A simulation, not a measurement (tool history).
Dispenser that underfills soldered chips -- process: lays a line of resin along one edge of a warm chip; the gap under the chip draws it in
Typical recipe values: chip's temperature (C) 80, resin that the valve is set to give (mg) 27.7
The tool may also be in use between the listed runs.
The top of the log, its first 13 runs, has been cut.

run,hour,chip's temperature (C),resin that the valve is set to give (mg),time until the resin shows at the far edge (s),resin that the valve gave (mg)
14,49.9,80,27.7,150.6,26.41
15,53.5,80,27.7,174.5,26.34
16,56.2,78,27.7,210.8,26.32
# hour 58.5: new syringe of resin
17,59.2,80,27.9,119.9,26.47
18,61.4,92,27.7,91.9,26.23
19,64.0,92,27.7,101.3,26.03
20,66.9,92,27.7,115.9,26.21
21,71.3,88,25.7,160.5,24.09
# hour 73.4: new syringe of resin
22,73.7,71,30.7,155.7,28.81
23,75.7,86,28.1,106.3,26.16
24,79.9,88,27.3,118.3,25.57
25,84.1,69,26.0,262.6,24.18
26,87.2,91,31.6,145.2,29.62
# hour 88.1: new syringe of resin
27,90.4,86,27.7,107.7,25.63
28,92.5,74,27.7,175.1,25.59
29,96.7,91,31.3,118.8,28.88
30,100.0,95,35.7,120.6,33.10
# hour 103.1: new syringe of resin
31,103.6,77,28.5,131.2,26.12
32,106.4,86,30.0,110.5,27.50
33,110.8,93,26.8,112.2,24.48
34,113.6,80,28.4,180.8,25.92
35,116.7,81,32.3,195.3,29.07
# hour 117.8: new syringe of resin
36,119.4,76,27.7,144.7,25.10

Branching from run 36: 4 alternative next runs. What would each branch give?
A,124.3,75,29.5,?,?
B,124.3,76,23.8,?,?
C,124.3,81,28.4,?,?
D,124.3,65,29.8,?,?

run,time until the resin shows at the far edge (s),resin that the valve gave (mg)
A,175.6,26.72
B,181.8,21.49
C,151.5,25.78
D,247.3,26.89
Without the tool's hidden state the same runs would have given:
run,time until the resin shows at the far edge (s),resin that the valve gave (mg)
A,137.5,29.53
B,139.8,23.76
C,118.2,28.50
D,194.2,29.73
